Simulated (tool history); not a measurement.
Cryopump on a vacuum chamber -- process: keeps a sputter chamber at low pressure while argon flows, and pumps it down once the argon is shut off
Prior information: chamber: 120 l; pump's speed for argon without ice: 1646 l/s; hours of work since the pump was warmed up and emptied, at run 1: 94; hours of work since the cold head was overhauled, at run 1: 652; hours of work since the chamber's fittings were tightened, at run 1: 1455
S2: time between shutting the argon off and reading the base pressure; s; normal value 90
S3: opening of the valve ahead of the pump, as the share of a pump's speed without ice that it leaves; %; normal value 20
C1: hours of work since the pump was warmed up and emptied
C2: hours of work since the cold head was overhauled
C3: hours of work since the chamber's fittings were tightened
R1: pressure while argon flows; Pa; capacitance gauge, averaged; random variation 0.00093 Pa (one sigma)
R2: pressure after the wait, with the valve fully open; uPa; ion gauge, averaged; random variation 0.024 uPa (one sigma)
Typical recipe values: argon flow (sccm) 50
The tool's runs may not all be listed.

Run 1, hour 0.0: usual settings; C1 94; C2 652; C3 1455. Result: R1 0.2573 Pa, R2 1.50 uPa.
Run 2, hour 24.9: usual settings; C1 105; C2 663; C3 1466. Result: R1 0.2570 Pa, R2 1.59 uPa.
Run 3, hour 42.2: usual settings; C1 112; C2 670; C3 1473. Result: R1 0.2587 Pa, R2 1.48 uPa.
Run 4, hour 71.4: usual settings but S3 57 %; C1 124; C2 683; C3 1486. Result: R1 0.0916 Pa, R2 1.55 uPa.
Run 5, hour 106.3: usual settings but S3 57 %; C1 139; C2 697; C3 1500. Result: R1 0.0920 Pa, R2 1.61 uPa.
Run 6, hour 147.4: usual settings but S3 57 %; C1 157; C2 715; C3 1518. Result: R1 0.0924 Pa, R2 1.59 uPa.
Run 7, hour 164.7: usual settings but S3 57 %; C1 164; C2 722; C3 1525. Result: R1 0.0923 Pa, R2 1.55 uPa.
Run 8, hour 192.9: usual settings but S3 57 %; C1 176; C2 734; C3 1537. Result: R1 0.0927 Pa, R2 1.62 uPa.
Run 9, hour 214.5: usual settings but S3 57 %; C1 185; C2 743; C3 1546. Result: R1 0.0921 Pa, R2 1.64 uPa.
Run 10, hour 242.9: usual settings but S3 57 %; C1 197; C2 756; C3 1559. Result: R1 0.0920 Pa, R2 1.56 uPa.
Run 11, hour 275.0: usual settings but S3 57 %; C1 211; C2 769; C3 1572. Result: R1 0.0932 Pa, R2 1.61 uPa.
Run 12, hour 300.9: usual settings but S2 50 s; C1 222; C2 780; C3 1583. Result: R1 0.2598 Pa, R2 2.21 uPa.
Run 13, hour 339.7: usual settings but S2 50 s; C1 239; C2 797; C3 1600. Result: R1 0.2591 Pa, R2 2.23 uPa.
Run 14, hour 362.9: usual settings but S3 40 %; C1 248; C2 807; C3 1610. Result: R1 0.1318 Pa, R2 1.68 uPa.
Run 15, hour 394.4: usual settings but S3 40 %; C1 262; C2 820; C3 1623. Result: R1 0.1318 Pa, R2 1.53 uPa.
Run 16, hour 435.1: usual settings; C1 279; C2 837; C3 1640. Result: R1 0.2599 Pa, R2 1.60 uPa.
Run 17, hour 458.0: usual settings; C1 289; C2 847; C3 1650. Result: R1 0.2608 Pa, R2 1.62 uPa.
Run 18, hour 478.7: usual settings but argon flow (sccm) 28, S2 31 s; C1 298; C2 856; C3 1659. Result: R1 0.1457 Pa, R2 3.10 uPa.
Run 19, hour 497.6: usual settings but S2 48 s, S3 24 %; C1 306; C2 864; C3 1667. Result: R1 0.2178 Pa, R2 2.27 uPa.
Run 20, hour 525.3: usual settings but S2 281 s, S3 24 %; C1 318; C2 876; C3 1679. Result: R1 0.2184 Pa, R2 1.16 uPa.
Run 21, hour 545.5: usual settings but S2 281 s, S3 24 %; C1 326; C2 884; C3 1687. Result: R1 0.2189 Pa, R2 1.21 uPa.
Run 22, hour 574.4: usual settings but argon flow (sccm) 52; C1 338; C2 897; C3 1700. Result: R1 0.2699 Pa, R2 1.67 uPa.
Run 23, hour 611.0: usual settings but argon flow (sccm) 40, S2 71 s, S3 18 %; C1 354; C2 912; C3 1715. Result: R1 0.2323 Pa, R2 1.85 uPa.
Run 24, hour 651.3: usual settings but S2 26 s, S3 37 %; C1 371; C2 929; C3 1732. Result: R1 0.1429 Pa, R2 3.38 uPa.
Run 25, hour 692.9: usual settings but argon flow (sccm) 47, S2 72 s, S3 16 %; C1 389; C2 947; C3 1750. Result: R1 0.3051 Pa, R2 1.87 uPa.

What does the tool deliver on the next run?
Run 26, hour 728.2: usual settings but argon flow (sccm) 47, S2 72 s, S3 16 %; C1 404; C2 962; C3 1765. Result: R1 ?, R2 ?.

Run 26 yielded R1 0.3070 Pa, R2 1.93 uPa.
On a tool with no hidden condition, and with the same random variation, this run would have come out at R1 0.3020 Pa, R2 1.12 uPa.
